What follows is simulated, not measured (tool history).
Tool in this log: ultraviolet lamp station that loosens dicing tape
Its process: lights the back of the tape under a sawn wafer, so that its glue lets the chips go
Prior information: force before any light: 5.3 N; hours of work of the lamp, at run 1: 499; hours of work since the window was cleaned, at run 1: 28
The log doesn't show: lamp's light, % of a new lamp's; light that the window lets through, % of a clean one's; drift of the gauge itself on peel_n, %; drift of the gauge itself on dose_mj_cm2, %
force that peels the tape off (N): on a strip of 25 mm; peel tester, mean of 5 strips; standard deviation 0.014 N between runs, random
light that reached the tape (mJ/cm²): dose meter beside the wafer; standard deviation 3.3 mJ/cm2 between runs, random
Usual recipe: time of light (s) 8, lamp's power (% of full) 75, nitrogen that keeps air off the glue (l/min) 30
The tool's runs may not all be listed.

run,day,time of light (s),lamp's power (% of full),nitrogen that keeps air off the glue (l/min),hours of work of the lamp,hours of work since the window was cleaned,force that peels the tape off (N),light that reached the tape (mJ/cm²)
1,0,8,75,30,499,28,0.678,532
2,1.258,8,75,30,521,51,0.688,526
3,2.483,6,75,30,543,72,1.092,389
4,3.346,8,75,30,558,88,0.681,523
5,4.479,8,75,30,578,108,0.683,528
6,5.704,5,75,30,600,129,1.335,326
7,6.721,5,75,30,618,147,1.332,331
8,7.629,8,71,30,634,163,0.744,488
9,8.788,8,75,30,655,184,0.674,525
10,9.812,8,75,30,673,202,0.67,522
11,10.492,5,75,30,685,214,1.357,324
12,11.412,5,75,30,701,230,1.324,326
13,12.662,8,75,29,723,252,0.712,526
14,13.658,8,75,14,741,270,1.084,524
# day 14.65: window cleaned of glue's vapour
15,14.779,8,75,40,760,2,0.575,526
16,15.908,8,81,30,780,22,0.611,568
17,17.025,15,87,30,800,42,0.205,1135
18,18.275,8,75,55,822,64,0.487,522
19,19.038,8,61,30,836,78,0.94,426
20,19.667,8,62,22,847,89,1.059,435
21,20.654,4,90,46,864,106,1.2,314
22,21.683,12,64,33,882,124,0.411,670
23,22.5,4,92,58,897,139,1.034,321
24,23.15,4,92,58,908,150,1.059,319
25,24.396,4,84,42,930,172,1.348,293
26,25.058,11,86,39,942,184,0.28,814
27,25.738,11,86,39,954,196,0.275,823

What if the next run were any one of these 5? Each begins from the tool's condition after run 27:
A,26.333,11,94,39,965,207,?,?
B,26.333,8,94,30,965,207,?,?
C,26.333,11,86,39,965,207,?,?
D,26.333,6,87,30,965,207,?,?
E,26.333,6,97,36,965,207,?,?

run,force that peels the tape off (N),light that reached the tape (mJ/cm²)
A,0.249,900
B,0.447,659
C,0.274,832
D,0.83,454
E,0.635,506
With the hidden condition removed and each run's random variation left untouched, the same runs would have given:
run,force that peels the tape off (N),light that reached the tape (mJ/cm²)
A,0.247,903
B,0.445,661
C,0.273,835
D,0.825,456
E,0.631,508
